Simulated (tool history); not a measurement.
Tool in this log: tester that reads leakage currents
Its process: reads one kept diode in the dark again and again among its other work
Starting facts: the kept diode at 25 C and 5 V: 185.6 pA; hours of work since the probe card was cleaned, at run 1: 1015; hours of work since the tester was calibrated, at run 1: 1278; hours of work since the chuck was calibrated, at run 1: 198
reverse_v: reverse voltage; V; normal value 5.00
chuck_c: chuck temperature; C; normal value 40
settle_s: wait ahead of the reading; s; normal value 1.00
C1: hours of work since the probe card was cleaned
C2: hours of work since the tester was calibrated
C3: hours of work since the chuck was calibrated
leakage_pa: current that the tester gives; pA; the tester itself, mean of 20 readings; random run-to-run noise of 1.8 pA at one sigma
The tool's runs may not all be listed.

Run 1, hour 0.0: usual settings; C1 1015; C2 1278; C3 198. Result: leakage_pa 596.70 pA.
Run 2, hour 17.3: usual settings but reverse_v 10.20 V; C1 1027; C2 1290; C3 210. Result: leakage_pa 887.99 pA.
Run 3, hour 50.4: usual settings but reverse_v 10.20 V; C1 1050; C2 1313; C3 233. Result: leakage_pa 895.29 pA.
Run 4, hour 80.4: usual settings but reverse_v 14.31 V; C1 1071; C2 1333; C3 253. Result: leakage_pa 1077.15 pA.
Run 5, hour 97.1: usual settings but reverse_v 2.63 V; C1 1082; C2 1345; C3 265. Result: leakage_pa 414.28 pA.
Run 6, hour 136.4: usual settings but reverse_v 3.02 V; C1 1109; C2 1372; C3 292. Result: leakage_pa 446.10 pA.
Run 7, hour 166.6: usual settings but reverse_v 3.02 V; C1 1130; C2 1393; C3 313. Result: leakage_pa 446.03 pA.
Run 8, hour 197.5: usual settings but settle_s 2.26 s; C1 1152; C2 1414; C3 334. Result: leakage_pa 594.15 pA.
Run 9, hour 222.1: usual settings but chuck_c 30 C, settle_s 2.26 s; C1 1169; C2 1432; C3 352. Result: leakage_pa 279.46 pA.
Run 10, hour 254.1: usual settings but chuck_c 37 C; C1 1191; C2 1454; C3 374. Result: leakage_pa 474.43 pA.
Run 11, hour 275.5: usual settings but chuck_c 37 C; C1 1206; C2 1468; C3 388. Result: leakage_pa 474.89 pA.
Run 12, hour 314.8: usual settings but chuck_c 37 C; C1 1233; C2 1496; C3 416. Result: leakage_pa 475.23 pA.
Run 13, hour 341.9: usual settings but chuck_c 37 C; C1 1252; C2 1514; C3 434. Result: leakage_pa 476.45 pA.
Run 14, hour 380.7: usual settings but reverse_v 8.78 V; C1 1279; C2 1541; C3 461. Result: leakage_pa 811.59 pA.
Run 15, hour 399.3: usual settings but settle_s 0.34 s; C1 1291; C2 1554; C3 474. Result: leakage_pa 596.15 pA.
Run 16, hour 424.8: usual settings but chuck_c 58 C, settle_s 0.46 s; C1 1309; C2 1572; C3 492. Result: leakage_pa 2087.54 pA.
Run 17, hour 461.1: usual settings but reverse_v 10.52 V, chuck_c 57 C, settle_s 1.48 s; C1 1334; C2 1597; C3 517. Result: leakage_pa 2944.04 pA.
Run 18, hour 500.4: usual settings but reverse_v 10.52 V, chuck_c 57 C, settle_s 1.48 s; C1 1361; C2 1624; C3 544. Result: leakage_pa 2927.46 pA.
Run 19, hour 521.5: usual settings but reverse_v 3.46 V, chuck_c 45 C; C1 1376; C2 1639; C3 559. Result: leakage_pa 687.81 pA.
Run 20, hour 551.0: usual settings but reverse_v 3.46 V, chuck_c 45 C; C1 1396; C2 1659; C3 579. Result: leakage_pa 685.70 pA.
At hour 556.7: chuck's temperature calibrated.
Run 21, hour 583.8: usual settings but reverse_v 2.01 V, chuck_c 45 C; C1 1418; C2 1680; C3 19. Result: leakage_pa 502.07 pA.
Run 22, hour 616.0: usual settings but reverse_v 2.01 V, chuck_c 45 C, settle_s 0.38 s; C1 1440; C2 1703; C3 41. Result: leakage_pa 499.19 pA.
At hour 651.8: chuck's temperature calibrated, once more.
Run 23, hour 651.8: usual settings but reverse_v 1.60 V; C1 1463; C2 1726; C3 0. Result: leakage_pa 311.65 pA.
Run 24, hour 668.8: usual settings but reverse_v 2.87 V, settle_s 9.38 s; C1 1475; C2 1738; C3 12. Result: leakage_pa 430.28 pA.
Run 25, hour 691.2: usual settings but reverse_v 15.00 V, settle_s 0.45 s; C1 1491; C2 1753; C3 27. Result: leakage_pa 1109.20 pA.
Run 26, hour 731.8: usual settings but reverse_v 15.00 V, settle_s 0.45 s; C1 1519; C2 1781; C3 55. Result: leakage_pa 1105.00 pA.
Run 27, hour 770.6: usual settings but reverse_v 19.04 V, chuck_c 36 C, settle_s 0.36 s; C1 1546; C2 1808; C3 82. Result: leakage_pa 954.31 pA.
Run 28, hour 797.3: usual settings but reverse_v 1.34 V, chuck_c 50 C, settle_s 0.36 s; C1 1564; C2 1827; C3 101. Result: leakage_pa 574.84 pA.
Run 29, hour 834.9: usual settings but reverse_v 1.55 V, settle_s 0.42 s; C1 1590; C2 1853; C3 127. Result: leakage_pa 304.00 pA.
Run 30, hour 864.4: usual settings but reverse_v 1.55 V, settle_s 0.42 s; C1 1611; C2 1873; C3 147. Result: leakage_pa 305.32 pA.

Measured minus without-hidden-state, run by run (identical run-to-run variation in each term; gauge scatter may differ):
What the log doesn't record here: stray current of the dirty probe card, pA a volt; current scale over the true one, %; true chuck temperature over the reading, C; drift of the gauge itself on leakage_pa, %.
run  leakage_pa
  1       -4.77
  2       -4.12
  3       -4.82
  4       -3.99
  5       -5.40
  6       -6.07
  7       -6.46
  8       -7.70
  9       -0.35
 10       -5.54
 11       -5.80
 12       -6.25
 13       -6.57
 14      -11.29
 15      -10.70
 16      -54.55
 17      -74.98
 18      -78.03
 19      -18.14
 20      -18.67
 21      -20.32
 22      -20.66
 23       -7.27
 24       -9.12
 25      -10.21
 26      -10.96
 27       +0.90
 28      -18.03
 29       -8.72
 30       -8.99

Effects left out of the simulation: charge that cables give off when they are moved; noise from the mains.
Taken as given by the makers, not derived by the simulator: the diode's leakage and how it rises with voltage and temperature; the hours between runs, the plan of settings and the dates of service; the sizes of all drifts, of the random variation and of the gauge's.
